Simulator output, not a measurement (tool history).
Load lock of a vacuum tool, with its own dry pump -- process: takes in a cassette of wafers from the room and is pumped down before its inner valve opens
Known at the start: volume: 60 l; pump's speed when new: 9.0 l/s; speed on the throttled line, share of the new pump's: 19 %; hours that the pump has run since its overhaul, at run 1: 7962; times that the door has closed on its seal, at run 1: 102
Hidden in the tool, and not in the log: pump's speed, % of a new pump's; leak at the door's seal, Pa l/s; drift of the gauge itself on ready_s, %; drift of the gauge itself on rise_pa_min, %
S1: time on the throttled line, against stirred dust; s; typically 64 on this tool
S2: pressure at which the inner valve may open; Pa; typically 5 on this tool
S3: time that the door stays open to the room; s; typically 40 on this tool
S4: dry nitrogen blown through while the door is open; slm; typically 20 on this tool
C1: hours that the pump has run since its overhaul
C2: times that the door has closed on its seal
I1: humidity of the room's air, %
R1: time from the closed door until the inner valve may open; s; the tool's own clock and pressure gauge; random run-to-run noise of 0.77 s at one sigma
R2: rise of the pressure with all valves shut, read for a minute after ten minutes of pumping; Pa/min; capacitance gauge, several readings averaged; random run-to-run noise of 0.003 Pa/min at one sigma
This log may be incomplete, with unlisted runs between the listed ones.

Run 1, day 0: usual settings; C1 7962; C2 102; I1 46.6. Result: R1 125.6 s, R2 0.022 Pa/min.
Run 2, day 15.421: usual settings but S3 70 s; C1 8332; C2 1452; I1 45. Result: R1 127 s, R2 0.032 Pa/min.
Run 3, day 30.954: usual settings; C1 8705; C2 2811; I1 45.4. Result: R1 127.1 s, R2 0.024 Pa/min.
Run 4, day 43.75: usual settings but S3 135 s; C1 9012; C2 3931; I1 43.8. Result: R1 127.8 s, R2 0.048 Pa/min.
Run 5, day 71.683: usual settings but S3 135 s; C1 9682; C2 6375; I1 43.6. Result: R1 129.6 s, R2 0.052 Pa/min.
Run 6, day 95.429: usual settings; C1 10252; C2 8452; I1 42.3. Result: R1 128.6 s, R2 0.029 Pa/min.
Run 7, day 121.033: usual settings; C1 10867; C2 10693; I1 48.1. Result: R1 130.4 s, R2 0.041 Pa/min.
Run 8, day 147.508: usual settings; C1 11502; C2 13009; I1 44. Result: R1 130.4 s, R2 0.046 Pa/min.
Run 9, day 167.6: usual settings; C1 11984; C2 14767; I1 44.3. Result: R1 131 s, R2 0.055 Pa/min.
Run 10, day 179.771: usual settings; C1 12276; C2 15832; I1 45.2. Result: R1 133.6 s, R2 0.055 Pa/min.
Run 11, day 192.996: usual settings but S1 115 s; C1 12594; C2 16989; I1 41.9. Result: R1 170.2 s, R2 0.054 Pa/min.
Run 12, day 217.446: usual settings but S1 115 s; C1 13181; C2 19129; I1 45.2. Result: R1 171 s, R2 0.063 Pa/min.
At day 231.229: dry pump taken out, an overhauled one fitted.
Run 13, day 243.683: usual settings but S4 7 slm; C1 299; C2 21403; I1 47.2. Result: R1 121 s, R2 0.077 Pa/min.
Run 14, day 256.746: usual settings but S4 7 slm; C1 612; C2 22545; I1 48.8. Result: R1 119.2 s, R2 0.083 Pa/min.
Run 15, day 270.338: usual settings but S4 7 slm; C1 939; C2 23735; I1 43.8. Result: R1 120.2 s, R2 0.089 Pa/min.
Run 16, day 291.896: usual settings but S4 7 slm; C1 1456; C2 25621; I1 40.8. Result: R1 118.9 s, R2 0.089 Pa/min.
Run 17, day 314.129: usual settings but S4 32 slm; C1 1990; C2 27567; I1 46.7. Result: R1 121.5 s, R2 0.086 Pa/min.
Run 18, day 334.488: usual settings but S4 32 slm; C1 2478; C2 29348; I1 44.8. Result: R1 120.4 s, R2 0.094 Pa/min.
Run 19, day 357.233: usual settings but S1 57 s, S3 32 s, S4 5 slm; C1 3024; C2 31338; I1 42.6. Result: R1 116.3 s, R2 0.118 Pa/min.
Run 20, day 371.612: usual settings but S1 34 s, S2 8 Pa, S3 128 s, S4 9 slm; C1 3369; C2 32596; I1 46.1. Result: R1 95.8 s, R2 0.146 Pa/min.
Run 21, day 395.767: usual settings but S1 68 s, S2 8 Pa, S3 128 s, S4 28 slm; C1 3949; C2 34709; I1 46.9. Result: R1 123 s, R2 0.139 Pa/min.
Run 22, day 419.625: usual settings but S1 52 s, S2 6 Pa, S3 46 s, S4 35 slm; C1 4521; C2 36797; I1 45.1. Result: R1 112.4 s, R2 0.124 Pa/min.
Run 23, day 447.438: usual settings but S1 116 s, S3 193 s; C1 5189; C2 39231; I1 45.2. Result: R1 165 s, R2 0.17 Pa/min.
Run 24, day 469.388: usual settings but S1 40 s, S3 186 s; C1 5716; C2 41151; I1 46.9. Result: R1 105.5 s, R2 0.182 Pa/min.
Run 25, day 485.183: usual settings but S1 40 s, S3 186 s; C1 6095; C2 42533; I1 50.2. Result: R1 106.8 s, R2 0.201 Pa/min.
Run 26, day 513.279: usual settings but S1 106 s; C1 6769; C2 44992; I1 45.9. Result: R1 159.2 s, R2 0.171 Pa/min.
Run 27, day 532.229: usual settings but S1 106 s; C1 7224; C2 46650; I1 46.1. Result: R1 158.5 s, R2 0.182 Pa/min.
Run 28, day 549.296: usual settings but S1 99 s, S4 32 slm; C1 7634; C2 48143; I1 47.1. Result: R1 154.6 s, R2 0.187 Pa/min.
Run 29, day 570.375: usual settings but S1 99 s, S4 32 slm; C1 8139; C2 49988; I1 42.6. Result: R1 154.1 s, R2 0.205 Pa/min.
Run 30, day 582.333: usual settings but S1 99 s, S4 32 slm; C1 8426; C2 51034; I1 46.6. Result: R1 156.3 s, R2 0.205 Pa/min.
Run 31, day 599.479: usual settings but S1 33 s, S3 220 s; C1 8838; C2 52534; I1 48.7. Result: R1 103.2 s, R2 0.257 Pa/min.
Run 32, day 620.5: usual settings but S1 62 s, S3 146 s, S4 5 slm; C1 9342; C2 54373; I1 39.8. Result: R1 127.3 s, R2 0.274 Pa/min.
Run 33, day 640.408: usual settings but S1 54 s; C1 9820; C2 56115; I1 43. Result: R1 121.5 s, R2 0.237 Pa/min.
Run 34, day 662.275: usual settings but S1 54 s; C1 10345; C2 58029; I1 43.6. Result: R1 123.2 s, R2 0.247 Pa/min.
Run 35, day 681.954: usual settings but S1 34 s, S2 7 Pa, S3 76 s, S4 16 slm; C1 10817; C2 59750; I1 46.1. Result: R1 104.3 s, R2 0.275 Pa/min.
Run 36, day 709.021: usual settings but S1 35 s; C1 11467; C2 62119; I1 47.6. Result: R1 109.1 s, R2 0.275 Pa/min.

Table of differences, measured result less the result of that run with no hidden state. Run-to-run variation is the same in both. Gauge scatter possibly is not:
run     R1      R2
  1   +8.1  +0.001
  2   +8.5  +0.003
  3     +9  +0.005
  4   +9.3  +0.007
  5  +10.2  +0.012
  6  +10.8  +0.017
  7  +11.6  +0.023
  8  +12.4  +0.028
  9    +13  +0.033
 10  +13.6  +0.035
 11  +11.2  +0.039
 12    +12  +0.044
 13   +1.1  +0.051
 14   +1.4  +0.055
 15   +1.6   +0.06
 16   +2.1  +0.065
 17   +2.6  +0.074
 18   +3.1   +0.08
 19   +3.8  +0.089
 20   +4.1  +0.094
 21   +4.2  +0.103
 22   +5.2  +0.111
 23   +4.8  +0.122
 24   +6.9  +0.132
 25   +7.4  +0.141
 26   +6.6  +0.153
 27   +6.9   +0.16
 28   +7.6  +0.171
 29   +8.2  +0.184
 30   +8.5  +0.189
 31  +11.1  +0.196
 32  +10.6   +0.21
 33  +11.6  +0.219
 34  +12.4  +0.226
 35  +13.1  +0.239
 36  +14.7  +0.258
